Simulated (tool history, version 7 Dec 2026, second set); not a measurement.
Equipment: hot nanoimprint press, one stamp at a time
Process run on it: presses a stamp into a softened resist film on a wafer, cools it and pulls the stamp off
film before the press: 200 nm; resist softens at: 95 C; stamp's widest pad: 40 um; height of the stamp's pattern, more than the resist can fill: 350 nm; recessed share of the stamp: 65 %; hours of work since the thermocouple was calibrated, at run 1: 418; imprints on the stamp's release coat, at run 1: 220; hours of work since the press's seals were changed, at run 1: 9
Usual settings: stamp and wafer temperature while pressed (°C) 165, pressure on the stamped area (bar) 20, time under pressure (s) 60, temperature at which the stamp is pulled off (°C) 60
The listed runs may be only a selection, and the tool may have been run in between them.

| run | hour | stamp and wafer temperature while pressed (°C) | pressure on the stamped area (bar) | time under pressure (s) | temperature at which the stamp is pulled off (°C) | hours of work since the thermocouple was calibrated | imprints on the stamp's release coat | hours of work since the press's seals were changed | resist left under the stamp's widest pad (angstrom) | greatest force while the stamp is pulled off (N) |
|---|---|---|---|---|---|---|---|---|---|---|
| 1 | 0 | 165 | 20 | 60 | 60 | 418 | 220 | 9 | 723 | 174 |
| 2 | 19.4 | 165 | 20.3 | 60 | 60 | 433 | 285 | 24 | 722 | 169 |
| 3 | 42.3 | 165 | 20 | 60 | 60 | 452 | 361 | 42 | 727 | 172 |
| 4 | 60 | 165 | 20 | 60 | 60 | 466 | 420 | 57 | 728 | 173 |
| 5 | 72.9 | 165 | 20 | 60 | 60 | 476 | 463 | 67 | 732 | 174 |
|  | 92.7 | plate thermocouple calibrated |
| 6 | 102.3 | 165 | 20 | 60 | 60 | 8 | 551 | 88 | 729 | 173 |
| 7 | 120.2 | 165 | 20 | 60 | 60 | 22 | 610 | 102 | 724 | 177 |
| 8 | 144.2 | 165 | 20 | 60 | 60 | 41 | 690 | 121 | 723 | 177 |
| 9 | 161.2 | 165 | 27.4 | 59 | 52 | 54 | 747 | 135 | 614 | 182 |
| 10 | 187.3 | 175 | 12.2 | 60 | 60 | 75 | 834 | 155 | 679 | 171 |
| 11 | 201 | 165 | 24.7 | 60 | 60 | 86 | 879 | 166 | 641 | 175 |
| 12 | 228.8 | 165 | 26 | 78 | 60 | 108 | 972 | 188 | 563 | 175 |
| 13 | 247.6 | 159 | 14.3 | 60 | 45 | 123 | 1034 | 203 | 1050 | 193 |
| 14 | 273.1 | 160 | 20 | 79 | 60 | 143 | 1119 | 223 | 787 | 171 |
| 15 | 289.1 | 176 | 20 | 89 | 46 | 156 | 1172 | 236 | 426 | 192 |

3 ways to go on from here, each from the tool as it stands after run 15. What would each give?
| A | 313 | 165 | 20.8 | 117 | 60 | 175 | 1252 | 255 | ? | ? |
| B | 313 | 176 | 13.4 | 33 | 46 | 175 | 1252 | 255 | ? | ? |
| C | 313 | 177 | 24.2 | 60 | 63 | 175 | 1252 | 255 | ? | ? |

| run | resist left under the stamp's widest pad (angstrom) | greatest force while the stamp is pulled off (N) |
|---|---|---|
| A | 545 | 173 |
| B | 773 | 190 |
| C | 428 | 170 |
Take away the tool's hidden state, keep each run's random variation, and the runs would have read:
| run | resist left under the stamp's widest pad (angstrom) | greatest force while the stamp is pulled off (N) |
|---|---|---|
| A | 553 | 172 |
| B | 784 | 189 |
| C | 435 | 169 |

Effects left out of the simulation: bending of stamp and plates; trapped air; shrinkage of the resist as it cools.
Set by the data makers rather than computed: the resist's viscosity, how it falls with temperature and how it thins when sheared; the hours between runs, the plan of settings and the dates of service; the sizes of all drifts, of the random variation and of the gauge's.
